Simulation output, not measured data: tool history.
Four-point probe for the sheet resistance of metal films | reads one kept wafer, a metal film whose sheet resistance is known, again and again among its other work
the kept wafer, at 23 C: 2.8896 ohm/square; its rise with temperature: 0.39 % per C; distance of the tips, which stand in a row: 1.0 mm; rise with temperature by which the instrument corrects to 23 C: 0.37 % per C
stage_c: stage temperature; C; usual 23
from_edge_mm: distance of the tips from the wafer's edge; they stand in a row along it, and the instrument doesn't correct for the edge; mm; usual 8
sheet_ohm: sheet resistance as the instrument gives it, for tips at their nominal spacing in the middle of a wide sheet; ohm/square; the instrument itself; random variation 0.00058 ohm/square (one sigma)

run   hour  stage_c  from_edge_mm  sheet_ohm
  1    0.0       23             8   2.921166
  2    7.5       23             8   2.920149
  3   15.3       23             7   2.928368
  4   28.4       23             8   2.920951
  5   39.3       23             8   2.921134
  6   50.9       23             8   2.920461
  7   65.3       23             8   2.919523
  8   76.9       23             8   2.919743
  9   84.1       19             8   2.917517
 10   93.1       26             8   2.921270
      95.0  -- stage's thermometer calibrated
 11  107.1       26             8   2.923909
 12  120.4       26             8   2.924069
 13  131.7       30             8   2.926017
 14  139.4       30             8   2.925508
 15  150.5       23            37   2.898564
 16  162.3       35            37   2.905775
 17  175.2       31            43   2.902084
 18  183.9       30            43   2.902467
     192.0  -- stage's thermometer calibrated, once more
 19  198.3       30            43   2.895644
 20  212.9       31            31   2.897606
 21  225.7       21            12   2.901632
 22  233.9       21            12   2.901287
 23  241.9       21            12   2.899851
 24  257.6       21            12   2.901503
 25  272.7       21            12   2.901392
 26  284.1       19            68   2.888136
 27  295.2       19            68   2.889427
 28  308.6       19            68   2.888994
 29  322.7       19            29   2.891952

Hidden state or all else? Some run-to-run changes of sheet_ohm, split into what the settings, what came in and random variation would give without the hidden state, and what is left for the hidden state (with any gauge scatter that isn't in both results):
The hidden state here: inner tips' distance over the nominal, %; tips' flats over new ones', %; wafer's true temperature over the reading, C; drift of the gauge itself on sheet_ohm, %.
Run 10 -> 11: stage's thermometer calibrated. sheet_ohm +0.002639 ohm/square: hidden state +0.002234, all else +0.000405.
Run 14 -> 15: stage_c 30 -> 23, from_edge_mm 8 -> 37. sheet_ohm -0.026944 ohm/square: hidden state +0.000056, all else -0.027000.
Run 18 -> 19: stage's thermometer calibrated, once more. sheet_ohm -0.006823 ohm/square: hidden state -0.005945, all else -0.000878.
Run 25 -> 26: stage_c 21 -> 19, from_edge_mm 12 -> 68. sheet_ohm -0.013256 ohm/square: hidden state -0.000044, all else -0.013212.
